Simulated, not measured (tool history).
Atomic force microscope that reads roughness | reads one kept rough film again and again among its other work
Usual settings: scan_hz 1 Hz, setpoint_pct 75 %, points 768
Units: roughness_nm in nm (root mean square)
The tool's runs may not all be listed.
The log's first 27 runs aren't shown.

{"hour": 437.3, "done": "new tip fitted"}
{"run": 28, "hour": 456.0, "scan_hz": 1.04, "setpoint_pct": 56, "points": 423, "roughness_nm": 3.844}
{"run": 29, "hour": 465.8, "scan_hz": 1.04, "setpoint_pct": 56, "points": 423, "roughness_nm": 3.749}
{"hour": 467.9, "done": "new tip fitted"}
{"run": 30, "hour": 484.6, "scan_hz": 1, "setpoint_pct": 67, "points": 768, "roughness_nm": 3.813}
{"hour": 497.9, "done": "new tip fitted"}
{"run": 31, "hour": 500.3, "scan_hz": 2.35, "setpoint_pct": 63, "points": 902, "roughness_nm": 3.826}
{"run": 32, "hour": 524.4, "scan_hz": 1, "setpoint_pct": 75, "points": 851, "roughness_nm": 3.641}
{"hour": 528.3, "done": "new tip fitted"}
{"run": 33, "hour": 540.3, "scan_hz": 1, "setpoint_pct": 75, "points": 851, "roughness_nm": 3.769}
{"hour": 559.5, "done": "new tip fitted"}
{"run": 34, "hour": 560.0, "scan_hz": 3.86, "setpoint_pct": 62, "points": 360, "roughness_nm": 3.71}
{"run": 35, "hour": 569.7, "scan_hz": 1.16, "setpoint_pct": 79, "points": 360, "roughness_nm": 3.682}
{"hour": 589.4, "done": "new tip fitted"}
{"run": 36, "hour": 594.4, "scan_hz": 1, "setpoint_pct": 75, "points": 571, "roughness_nm": 3.852}
{"run": 37, "hour": 605.2, "scan_hz": 2.1, "setpoint_pct": 75, "points": 547, "roughness_nm": 3.499}

3 ways to go on from here, each from the tool as it stands after run 37. What would each give?
{"run": "A", "hour": 618.1, "scan_hz": 1, "setpoint_pct": 65, "points": 768, "roughness_nm": "?"}
{"run": "B", "hour": 618.1, "scan_hz": 1, "setpoint_pct": 59, "points": 774, "roughness_nm": "?"}
{"run": "C", "hour": 618.1, "scan_hz": 1.21, "setpoint_pct": 79, "points": 382, "roughness_nm": "?"}

run=A roughness_nm=3.724
run=B roughness_nm=3.776
run=C roughness_nm=3.516
Without the tool's hidden state the same runs would have given:
run=A roughness_nm=3.996
run=B roughness_nm=4.052
run=C roughness_nm=3.774

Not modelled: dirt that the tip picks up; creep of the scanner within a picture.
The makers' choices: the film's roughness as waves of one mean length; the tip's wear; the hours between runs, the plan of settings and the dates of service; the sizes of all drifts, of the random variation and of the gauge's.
